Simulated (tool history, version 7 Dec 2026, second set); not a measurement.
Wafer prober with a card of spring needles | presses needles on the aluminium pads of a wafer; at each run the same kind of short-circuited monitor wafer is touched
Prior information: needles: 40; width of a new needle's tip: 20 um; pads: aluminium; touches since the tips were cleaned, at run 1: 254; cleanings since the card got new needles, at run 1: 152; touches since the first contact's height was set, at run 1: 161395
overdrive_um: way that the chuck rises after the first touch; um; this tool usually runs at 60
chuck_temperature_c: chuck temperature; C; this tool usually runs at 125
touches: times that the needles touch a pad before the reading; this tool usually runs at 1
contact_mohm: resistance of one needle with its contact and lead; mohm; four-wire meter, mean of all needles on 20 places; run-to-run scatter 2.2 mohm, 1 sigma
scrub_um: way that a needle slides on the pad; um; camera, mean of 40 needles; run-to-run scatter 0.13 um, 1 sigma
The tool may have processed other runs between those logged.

run   hour  overdrive_um  chuck_temperature_c  touches  touches since the tips were cleaned  cleanings since the card got new needles  touches since the first contact's height was set  contact_mohm  scrub_um
  1      0            60                  125        1                                  254                                       152                                            161395           245     12.12
       4.4  -- tips cleaned on abrasive film
       8.9  -- tips cleaned on abrasive film
      13.5  -- height of the first contact set anew
      14.7  -- tips cleaned on abrasive film
      20.3  -- tips cleaned on abrasive film
      25.8  -- tips cleaned on abrasive film
      31.3  -- tips cleaned on abrasive film
      36.8  -- tips cleaned on abrasive film
      41.3  -- tips cleaned on abrasive film
      46.8  -- tips cleaned on abrasive film
      51.3  -- tips cleaned on abrasive film
      56.8  -- tips cleaned on abrasive film
      61.2  -- tips cleaned on abrasive film
      66.8  -- tips cleaned on abrasive film
  2   69.8            60                  125        1                                 1304                                       165                                             23594           248     12.07
      72.1  -- tips cleaned on abrasive film
      76.5  -- tips cleaned on abrasive film
        81  -- tips cleaned on abrasive film
      86.5  -- tips cleaned on abrasive film
        92  -- tips cleaned on abrasive film
      97.6  -- tips cleaned on abrasive film
       102  -- tips cleaned on abrasive film
     106.5  -- tips cleaned on abrasive film
  3  106.5            51                  125        1                                    0                                       173                                             38935           249     10.37
       112  -- tips cleaned on abrasive film
     116.5  -- tips cleaned on abrasive film
     120.9  -- tips cleaned on abrasive film
     126.4  -- tips cleaned on abrasive film
     138.4  -- card fitted with new needles
     142.9  -- tips cleaned on abrasive film
     148.4  -- tips cleaned on abrasive film
     153.9  -- tips cleaned on abrasive film
     158.4  -- tips cleaned on abrasive film
  4    161            51                  125        1                                 1128                                         4                                              9487           251     10.37
     163.3  -- tips cleaned on abrasive film
     167.7  -- tips cleaned on abrasive film
     172.2  -- tips cleaned on abrasive film
     177.7  -- tips cleaned on abrasive film
     183.3  -- tips cleaned on abrasive film
     188.8  -- tips cleaned on abrasive film
     194.3  -- tips cleaned on abrasive film
     199.8  -- tips cleaned on abrasive film
     204.3  -- tips cleaned on abrasive film
     209.8  -- tips cleaned on abrasive film
     214.3  -- tips cleaned on abrasive film
     219.8  -- tips cleaned on abrasive film
     225.3  -- tips cleaned on abrasive film
     230.9  -- tips cleaned on abrasive film
  5    235            79                  125        1                                 1761                                        18                                             40502           242        16
     236.2  -- tips cleaned on abrasive film
     240.6  -- tips cleaned on abrasive film
     246.1  -- tips cleaned on abrasive film
     251.7  -- tips cleaned on abrasive film
     257.2  -- tips cleaned on abrasive film
     262.7  -- tips cleaned on abrasive film
     267.2  -- tips cleaned on abrasive film
     271.6  -- tips cleaned on abrasive film
     277.1  -- tips cleaned on abrasive film
     282.7  -- tips cleaned on abrasive film
     287.1  -- tips cleaned on abrasive film
  6  289.1            60                  125        1                                  851                                        29                                             63180           251     12.12
     292.5  -- tips cleaned on abrasive film
       298  -- tips cleaned on abrasive film
     302.4  -- tips cleaned on abrasive film
       308  -- tips cleaned on abrasive film
     313.5  -- tips cleaned on abrasive film
       319  -- tips cleaned on abrasive film
     323.5  -- tips cleaned on abrasive film
       329  -- tips cleaned on abrasive film
     333.5  -- tips cleaned on abrasive film
     337.9  -- tips cleaned on abrasive film
     343.4  -- tips cleaned on abrasive film
       349  -- tips cleaned on abrasive film
     353.4  -- tips cleaned on abrasive film
     357.9  -- tips cleaned on abrasive film
     363.4  -- tips cleaned on abrasive film
     368.9  -- tips cleaned on abrasive film
  7  372.6            48                  125        1                                 1582                                        45                                             98197           253       9.7
     373.8  -- tips cleaned on abrasive film
     379.3  -- tips cleaned on abrasive film
     384.9  -- tips cleaned on abrasive film
     389.3  -- tips cleaned on abrasive film
     394.8  -- tips cleaned on abrasive film
     399.3  -- tips cleaned on abrasive film
     404.8  -- tips cleaned on abrasive film
     409.3  -- tips cleaned on abrasive film
     414.8  -- tips cleaned on abrasive film
     420.3  -- tips cleaned on abrasive film
     425.8  -- tips cleaned on abrasive film
     431.4  -- tips cleaned on abrasive film
  8  433.7            60                   28        1                                 1005                                        57                                            123815           223     12.18
       436  -- tips cleaned on abrasive film
     441.5  -- tips cleaned on abrasive film
     447.1  -- tips cleaned on abrasive film
     452.6  -- tips cleaned on abrasive film
       457  -- tips cleaned on abrasive film
     461.5  -- tips cleaned on abrasive film
       467  -- tips cleaned on abrasive film
     471.5  -- tips cleaned on abrasive film
     475.9  -- tips cleaned on abrasive film
  9    480            60                   37        3                                 1740                                        66                                            143207           228     12.04

What does the tool deliver on the next run?
     481.2  -- tips cleaned on abrasive film
     485.6  -- tips cleaned on abrasive film
     490.1  -- tips cleaned on abrasive film
     494.5  -- tips cleaned on abrasive film
       500  -- tips cleaned on abrasive film
     505.6  -- tips cleaned on abrasive film
     511.1  -- tips cleaned on abrasive film
     515.5  -- tips cleaned on abrasive film
     521.1  -- tips cleaned on abrasive film
     526.6  -- tips cleaned on abrasive film
     532.1  -- tips cleaned on abrasive film
     536.6  -- tips cleaned on abrasive film
       538  -- height of the first contact set anew
     541.3  -- tips cleaned on abrasive film
 10  541.4            71                  125        2                                   19                                        79                                              1413             ?         ?

contact_mohm: 248 mohm
scrub_um: 14.32 um
Without the tool's hidden state the same run would have given contact_mohm 248 mohm, scrub_um 14.32 um.

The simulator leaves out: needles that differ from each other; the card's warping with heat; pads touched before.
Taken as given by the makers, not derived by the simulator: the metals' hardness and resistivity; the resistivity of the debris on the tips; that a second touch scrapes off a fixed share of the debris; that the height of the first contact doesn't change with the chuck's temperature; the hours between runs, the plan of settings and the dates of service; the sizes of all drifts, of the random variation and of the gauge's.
